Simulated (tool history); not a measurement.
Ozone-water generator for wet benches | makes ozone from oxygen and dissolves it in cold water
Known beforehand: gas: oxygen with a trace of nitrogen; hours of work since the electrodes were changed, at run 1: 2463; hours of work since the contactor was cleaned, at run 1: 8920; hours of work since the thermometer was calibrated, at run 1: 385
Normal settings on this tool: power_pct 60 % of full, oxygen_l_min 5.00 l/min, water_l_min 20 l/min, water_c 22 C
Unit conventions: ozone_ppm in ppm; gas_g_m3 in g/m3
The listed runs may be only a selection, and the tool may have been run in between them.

run	hour	power_pct	oxygen_l_min	water_l_min	water_c	hours of work since the electrodes were changed	hours of work since the contactor was cleaned	hours of work since the thermometer was calibrated	ozone_ppm	gas_g_m3
1	0.0	60	5.00	20	22	2463	8920	385	18.9	201.0
2	31.0	45	5.00	20	22	2491	8948	413	14.3	154.7
3	83.0	45	5.00	20	22	2537	8994	459	14.4	155.4
4	122.9	45	5.00	20	22	2573	9030	495	14.8	156.2
5	155.1	45	5.00	20	22	2602	9059	524	14.2	154.9
6	202.7	45	5.00	20	22	2644	9101	566	14.3	155.6
7	256.3	45	5.00	20	22	2692	9149	614	14.3	156.8
8	296.5	60	5.00	20	16	2728	9185	650	20.5	203.4
9	328.1	94	4.70	20	22	2757	9214	679	28.4	312.6
# hour 381.5: contactor cleaned
10	381.5	94	4.70	20	22	2801	0	723	28.7	314.4
11	438.1	94	4.70	20	22	2852	51	774	29.0	313.9

Branching from run 11: 3 alternative next runs. What would each branch give?
A	467.1	85	4.70	13	22	2877	77	800	?	?
B	467.1	69	4.70	19	22	2877	77	800	?	?
C	467.1	60	6.65	20	23	2877	77	800	?	?

run	ozone_ppm	gas_g_m3
A	35.7	290.4
B	22.9	236.8
C	18.2	172.3
What these runs would have given with no unlogged condition in the tool:
run	ozone_ppm	gas_g_m3
A	37.8	304.9
B	24.0	246.7
C	19.0	178.5
